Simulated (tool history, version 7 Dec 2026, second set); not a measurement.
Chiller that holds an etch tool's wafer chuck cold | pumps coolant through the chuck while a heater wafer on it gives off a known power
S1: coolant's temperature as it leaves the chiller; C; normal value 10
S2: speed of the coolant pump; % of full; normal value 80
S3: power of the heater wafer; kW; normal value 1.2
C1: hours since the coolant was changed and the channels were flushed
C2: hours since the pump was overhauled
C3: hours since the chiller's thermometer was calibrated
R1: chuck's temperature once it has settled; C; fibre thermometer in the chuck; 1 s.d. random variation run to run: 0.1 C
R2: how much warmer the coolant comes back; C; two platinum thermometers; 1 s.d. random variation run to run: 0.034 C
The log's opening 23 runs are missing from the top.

{"hour": 1429.5, "done": "coolant changed, channels flushed"}
{"run": 24, "hour": 1494.7, "S1": 3, "S2": 70, "S3": 1.609, "C1": 65, "C2": 3684, "C3": 3310, "R1": 18.7, "R2": 8.93}
{"run": 25, "hour": 1530.9, "S1": 10, "S2": 70, "S3": 1.609, "C1": 101, "C2": 3721, "C3": 3346, "R1": 25.7, "R2": 9.03}
{"run": 26, "hour": 1600.0, "S1": 3, "S2": 61, "S3": 1.376, "C1": 170, "C2": 3790, "C3": 3415, "R1": 18, "R2": 8.94}
{"run": 27, "hour": 1662.4, "S1": 3, "S2": 61, "S3": 1.376, "C1": 233, "C2": 3852, "C3": 3478, "R1": 17.9, "R2": 9.02}
{"run": 28, "hour": 1723.4, "S1": 3, "S2": 61, "S3": 1.376, "C1": 294, "C2": 3913, "C3": 3539, "R1": 18, "R2": 8.98}
{"run": 29, "hour": 1760.5, "S1": 15, "S2": 68, "S3": 1.225, "C1": 331, "C2": 3950, "C3": 3576, "R1": 27.6, "R2": 7.19}
{"run": 30, "hour": 1811.0, "S1": 6, "S2": 68, "S3": 1.225, "C1": 382, "C2": 4001, "C3": 3627, "R1": 18.4, "R2": 7.1}
{"run": 31, "hour": 1849.5, "S1": 6, "S2": 68, "S3": 1.225, "C1": 420, "C2": 4039, "C3": 3665, "R1": 18.6, "R2": 7.12}

3 ways to go on from here, each from the tool as it stands after run 31. What would each give?
{"run": "A", "hour": 1892.9, "S1": 14, "S2": 65, "S3": 0.759, "C1": 463, "C2": 4082, "C3": 3708, "R1": "?", "R2": "?"}
{"run": "B", "hour": 1892.9, "S1": 6, "S2": 75, "S3": 1.105, "C1": 463, "C2": 4082, "C3": 3708, "R1": "?", "R2": "?"}
{"run": "C", "hour": 1892.9, "S1": 2, "S2": 80, "S3": 1.017, "C1": 463, "C2": 4082, "C3": 3708, "R1": "?", "R2": "?"}

run=A R1=22.3 R2=4.6
run=B R1=16.8 R2=5.81
run=C R1=11.2 R2=4.91
Stripped of hidden state, with their random variation kept, the same runs would have yielded:
run=A R1=21.1 R2=4.18
run=B R1=15.5 R2=5.28
run=C R1=10 R2=4.46

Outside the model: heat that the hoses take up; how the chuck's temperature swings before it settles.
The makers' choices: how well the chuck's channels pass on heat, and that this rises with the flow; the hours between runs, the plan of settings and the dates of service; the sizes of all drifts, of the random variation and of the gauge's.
